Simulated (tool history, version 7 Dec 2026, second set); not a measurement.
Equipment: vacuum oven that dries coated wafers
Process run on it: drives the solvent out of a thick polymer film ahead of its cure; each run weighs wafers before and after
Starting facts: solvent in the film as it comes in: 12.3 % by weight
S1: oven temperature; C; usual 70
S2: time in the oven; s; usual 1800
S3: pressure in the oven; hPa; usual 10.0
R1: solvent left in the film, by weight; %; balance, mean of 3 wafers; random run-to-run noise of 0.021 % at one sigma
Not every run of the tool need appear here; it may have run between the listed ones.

run 1 hour=0.0 | S1=70 S2=1800 S3=10.0 | R1=0.80
run 2 hour=13.1 | S1=70 S2=1800 S3=10.0 | R1=0.72
run 3 hour=26.2 | S1=70 S2=1500 S3=10.0 | R1=1.00
run 4 hour=41.6 | S1=70 S2=2040 S3=10.0 | R1=0.68
run 5 hour=65.8 | S1=70 S2=2040 S3=10.0 | R1=0.65
run 6 hour=91.6 | S1=70 S2=2040 S3=10.0 | R1=0.69
run 7 hour=122.1 | S1=70 S2=2040 S3=10.0 | R1=0.62
run 8 hour=143.1 | S1=70 S2=2040 S3=9.0 | R1=0.61
run 9 hour=171.0 | S1=70 S2=1800 S3=10.0 | R1=0.78
run 10 hour=193.3 | S1=70 S2=1800 S3=10.0 | R1=0.78
run 11 hour=215.3 | S1=57 S2=1800 S3=10.0 | R1=3.63
-- hour=219.1 oven's thermocouples calibrated
run 12 hour=231.8 | S1=70 S2=1800 S3=10.0 | R1=0.73
run 13 hour=253.0 | S1=70 S2=1800 S3=10.0 | R1=0.71
run 14 hour=283.4 | S1=70 S2=2760 S3=24.3 | R1=1.08
run 15 hour=303.7 | S1=70 S2=1620 S3=24.3 | R1=1.41
run 16 hour=322.7 | S1=61 S2=1500 S3=24.3 | R1=3.58
run 17 hour=339.4 | S1=66 S2=1800 S3=10.0 | R1=1.23
-- hour=362.9 oven's thermocouples calibrated, once more
run 18 hour=366.2 | S1=62 S2=2340 S3=15.0 | R1=2.12
run 19 hour=390.9 | S1=62 S2=2340 S3=15.0 | R1=2.15
run 20 hour=410.4 | S1=70 S2=2220 S3=11.4 | R1=0.76
run 21 hour=430.9 | S1=75 S2=1680 S3=8.5 | R1=0.48
run 22 hour=444.4 | S1=75 S2=960 S3=7.6 | R1=1.11
run 23 hour=463.3 | S1=75 S2=1380 S3=25.5 | R1=1.21

Predict each of these 4 candidate next runs independently; none follows another, all start after run 23:
run A hour=490.2 | S1=64 S2=1380 S3=40.0 | R1=?
run B hour=490.2 | S1=75 S2=960 S3=24.0 | R1=?
run C hour=490.2 | S1=79 S2=1380 S3=8.4 | R1=?
run D hour=490.2 | S1=75 S2=960 S3=13.0 | R1=?

run=A R1=4.27
run=B R1=1.72
run=C R1=0.34
run=D R1=1.34
With no hidden state in the tool, these same runs would have given:
run=A R1=4.14
run=B R1=1.64
run=C R1=0.32
run=D R1=1.27
